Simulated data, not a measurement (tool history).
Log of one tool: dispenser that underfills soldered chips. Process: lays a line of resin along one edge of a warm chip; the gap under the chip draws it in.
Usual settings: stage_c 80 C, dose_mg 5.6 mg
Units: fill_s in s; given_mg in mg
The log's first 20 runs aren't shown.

At day 6.638: new syringe of resin.
Run 21, day 6.9: usual settings but stage_c 92 C. Result: fill_s 57.3 s, given_mg 5.56 mg.
At day 7.129: new syringe of resin.
Run 22, day 7.258: usual settings but stage_c 92 C. Result: fill_s 50.2 s, given_mg 5.58 mg.
Run 23, day 7.55: usual settings but stage_c 92 C. Result: fill_s 69.7 s, given_mg 5.44 mg.
At day 7.638: new syringe of resin.
Run 24, day 8.004: usual settings but stage_c 94 C, dose_mg 6.47 mg. Result: fill_s 58.2 s, given_mg 6.37 mg.
At day 8.142: new syringe of resin.
At day 8.333: stage's temperature calibrated.
Run 25, day 8.462: usual settings but stage_c 94 C, dose_mg 6.47 mg. Result: fill_s 48.9 s, given_mg 6.36 mg.
At day 8.675: new syringe of resin.
Run 26, day 8.929: usual settings but stage_c 94 C, dose_mg 6.47 mg. Result: fill_s 45.3 s, given_mg 6.21 mg.
At day 9.167: new syringe of resin.
Run 27, day 9.254: usual settings but stage_c 94 C, dose_mg 6.47 mg. Result: fill_s 38.8 s, given_mg 6.22 mg.
At day 9.662: new syringe of resin.
Run 28, day 9.746: usual settings but stage_c 94 C, dose_mg 6.47 mg. Result: fill_s 37.7 s, given_mg 6.16 mg.
Run 29, day 10.017: usual settings but stage_c 86 C, dose_mg 6.88 mg. Result: fill_s 74.5 s, given_mg 6.63 mg.
At day 10.179: new syringe of resin.
Run 30, day 10.396: usual settings but stage_c 88 C, dose_mg 5.54 mg. Result: fill_s 60.1 s, given_mg 5.32 mg.
At day 10.662: new syringe of resin.
Run 31, day 10.788: usual settings but stage_c 82 C, dose_mg 5.53 mg. Result: fill_s 71.3 s, given_mg 5.21 mg.
Run 32, day 11.104: usual settings but stage_c 82 C, dose_mg 5.53 mg. Result: fill_s 104.3 s, given_mg 5.26 mg.
At day 11.142: new syringe of resin.
At day 11.217: dispensing valve cleaned and set on the balance.
Run 33, day 11.621: usual settings but dose_mg 5.14 mg. Result: fill_s 117.5 s, given_mg 5.15 mg.
At day 11.662: new syringe of resin.
Run 34, day 11.988: usual settings but stage_c 76 C, dose_mg 4.92 mg. Result: fill_s 127.4 s, given_mg 4.85 mg.

Forecast each of these 4 alternatives for the next run:
At day 12.183: new syringe of resin.
Run A, day 12.317: usual settings but stage_c 78 C, dose_mg 5.85 mg. Result: fill_s ?, given_mg ?.
At day 12.183: new syringe of resin.
Run B, day 12.317: usual settings but stage_c 76 C, dose_mg 5.73 mg. Result: fill_s ?, given_mg ?.
At day 12.183: new syringe of resin.
Run C, day 12.317: usual settings but stage_c 90 C, dose_mg 6.28 mg. Result: fill_s ?, given_mg ?.
At day 12.183: new syringe of resin.
Run D, day 12.317: usual settings but stage_c 95 C, dose_mg 5.01 mg. Result: fill_s ?, given_mg ?.

run  fill_s  given_mg
  A    84.9      5.82
  B    94.4      5.72
  C    49.4      6.22
  D    41.1      4.96
Without the tool's hidden state the same runs would have given:
run  fill_s  given_mg
  A    70.4      5.89
  B    78.2       5.8
  C    41.3      6.31
  D    34.2      5.02
